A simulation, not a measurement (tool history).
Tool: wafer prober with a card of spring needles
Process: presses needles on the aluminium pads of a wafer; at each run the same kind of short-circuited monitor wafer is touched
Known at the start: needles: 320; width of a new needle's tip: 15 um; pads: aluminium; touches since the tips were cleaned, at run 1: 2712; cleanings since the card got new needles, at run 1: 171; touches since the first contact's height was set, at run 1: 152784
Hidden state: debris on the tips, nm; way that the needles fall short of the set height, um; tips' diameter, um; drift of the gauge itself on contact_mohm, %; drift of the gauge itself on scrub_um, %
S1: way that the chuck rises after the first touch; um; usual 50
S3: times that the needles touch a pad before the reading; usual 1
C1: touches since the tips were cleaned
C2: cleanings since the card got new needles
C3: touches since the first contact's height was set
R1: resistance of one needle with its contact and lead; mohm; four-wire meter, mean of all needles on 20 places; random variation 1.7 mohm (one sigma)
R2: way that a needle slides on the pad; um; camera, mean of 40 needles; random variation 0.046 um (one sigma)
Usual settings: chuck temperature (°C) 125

run 1 day=0 | S1=50 chuck_temperature_(°C)=125 S3=1 | C1=2712 C2=171 C3=152784 | R1=594 R2=6.73
-- day=0.067 tips cleaned on abrasive film
-- day=0.325 tips cleaned on abrasive film
-- day=0.65 tips cleaned on abrasive film
-- day=0.662 height of the first contact set anew
run 2 day=0.679 | S1=50 chuck_temperature_(°C)=125 S3=1 | C1=237 C2=174 C3=237 | R1=259 R2=7.28
-- day=0.938 tips cleaned on abrasive film
-- day=1.262 tips cleaned on abrasive film
run 3 day=1.483 | S1=68 chuck_temperature_(°C)=125 S3=1 | C1=2747 C2=176 C3=10093 | R1=359 R2=9.77
-- day=1.55 tips cleaned on abrasive film
-- day=1.871 tips cleaned on abrasive film
run 4 day=2.125 | S1=68 chuck_temperature_(°C)=125 S3=1 | C1=3149 C2=178 C3=17982 | R1=386 R2=9.69
-- day=2.192 tips cleaned on abrasive film
-- day=2.517 tips cleaned on abrasive film
-- day=2.775 tips cleaned on abrasive film
-- day=3.096 tips cleaned on abrasive film
-- day=3.417 tips cleaned on abrasive film
run 5 day=3.554 | S1=50 chuck_temperature_(°C)=125 S3=1 | C1=1716 C2=183 C3=35482 | R1=441 R2=7.11
-- day=3.688 tips cleaned on abrasive film
-- day=4.008 tips cleaned on abrasive film
-- day=4.333 tips cleaned on abrasive film
run 6 day=4.479 | S1=50 chuck_temperature_(°C)=125 S3=1 | C1=1837 C2=186 C3=46798 | R1=459 R2=7.11
-- day=4.612 tips cleaned on abrasive film
-- day=4.933 tips cleaned on abrasive film
-- day=5.254 tips cleaned on abrasive film
run 7 day=5.283 | S1=50 chuck_temperature_(°C)=125 S3=1 | C1=322 C2=189 C3=56601 | R1=281 R2=7.1
-- day=5.542 tips cleaned on abrasive film
-- day=5.862 tips cleaned on abrasive film
run 8 day=5.921 | S1=50 chuck_temperature_(°C)=125 S3=1 | C1=761 C2=191 C3=64462 | R1=340 R2=6.99
-- day=6.183 tips cleaned on abrasive film
-- day=6.504 tips cleaned on abrasive film
-- day=6.821 tips cleaned on abrasive film
run 9 day=6.821 | S1=36 chuck_temperature_(°C)=42 S3=2 | C1=0 C2=194 C3=75464 | R1=246 R2=5.08
-- day=7.142 tips cleaned on abrasive film
-- day=7.404 tips cleaned on abrasive film
-- day=7.725 tips cleaned on abrasive film
-- day=8.046 tips cleaned on abrasive film
-- day=8.325 tips cleaned on abrasive film
run 10 day=8.325 | S1=66 chuck_temperature_(°C)=125 S3=1 | C1=0 C2=199 C3=93873 | R1=191 R2=9.32
-- day=8.583 tips cleaned on abrasive film
-- day=8.904 tips cleaned on abrasive film
-- day=9.225 tips cleaned on abrasive film
-- day=9.55 tips cleaned on abrasive film
run 11 day=9.562 | S1=34 chuck_temperature_(°C)=97 S3=2 | C1=143 C2=203 C3=109017 | R1=289 R2=4.58

Run 12 comes next. What will it give?
-- day=9.821 tips cleaned on abrasive film
-- day=10.079 tips cleaned on abrasive film
-- day=10.4 tips cleaned on abrasive film
-- day=10.658 tips cleaned on abrasive film
run 12 day=10.867 | S1=41 chuck_temperature_(°C)=114 S3=2 | C1=2591 C2=207 C3=125037 | R1=? R2=?

{"run 12": {"R1": 584, "R2": 5.57}}
Without the tool's hidden state the same run would have given R1 182 mohm, R2 5.91 um.
